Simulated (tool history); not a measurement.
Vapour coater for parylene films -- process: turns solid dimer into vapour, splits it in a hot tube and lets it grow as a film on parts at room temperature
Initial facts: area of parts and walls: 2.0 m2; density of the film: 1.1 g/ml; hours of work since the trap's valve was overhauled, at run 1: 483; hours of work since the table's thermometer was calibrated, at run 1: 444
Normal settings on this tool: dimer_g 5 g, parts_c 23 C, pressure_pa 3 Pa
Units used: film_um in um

run   hour  dimer_g  parts_c  pressure_pa  hours of work since the trap's valve was overhauled  hours of work since the table's thermometer was calibrated  film_um
  1      0        5       23            3                                                  483                                                         444    1.274
  2   20.1        5       23            3                                                  496                                                         458    1.271
  3   44.5        5       23            3                                                  513                                                         474     1.26
  4   64.7        5       20            3                                                  527                                                         488    1.357
  5     96        5       20         4.48                                                  548                                                         509    1.239
  6  118.2        5       20         4.48                                                  563                                                         524    1.222
       148  -- trap's valve overhauled
  7  148.9        5       20         4.48                                                    1                                                         542    1.392
  8  172.4        5       20         4.48                                                   16                                                         558    1.402
  9  205.7        3       17        10.56                                                   39                                                         580    0.762
 10  233.3        9       17         7.57                                                   58                                                         599    2.391
 11  261.9        5       21            3                                                   77                                                         618    1.474
 12  280.4        3       21            3                                                   89                                                         631    0.883
 13  299.6        3       21         4.48                                                  102                                                         644    0.798
 14  333.2        5       23         3.36                                                  125                                                         666     1.35
 15  361.2        5       20            3                                                  144                                                         685    1.481

Alternative continuations, all from the tool just after run 15; predict every row:
  A  395.6        3       22            3                                                  167                                                         708        ?
  B  395.6        5       22         8.78                                                  167                                                         708        ?
  C  395.6        3       34         3.56                                                  167                                                         708        ?

run  film_um
  A    0.849
  B    1.118
  C    0.602
The same runs, with their run-to-run variation unchanged, on a tool lacking any hidden condition would have given:
run  film_um
  A    0.867
  B    1.143
  C    0.615

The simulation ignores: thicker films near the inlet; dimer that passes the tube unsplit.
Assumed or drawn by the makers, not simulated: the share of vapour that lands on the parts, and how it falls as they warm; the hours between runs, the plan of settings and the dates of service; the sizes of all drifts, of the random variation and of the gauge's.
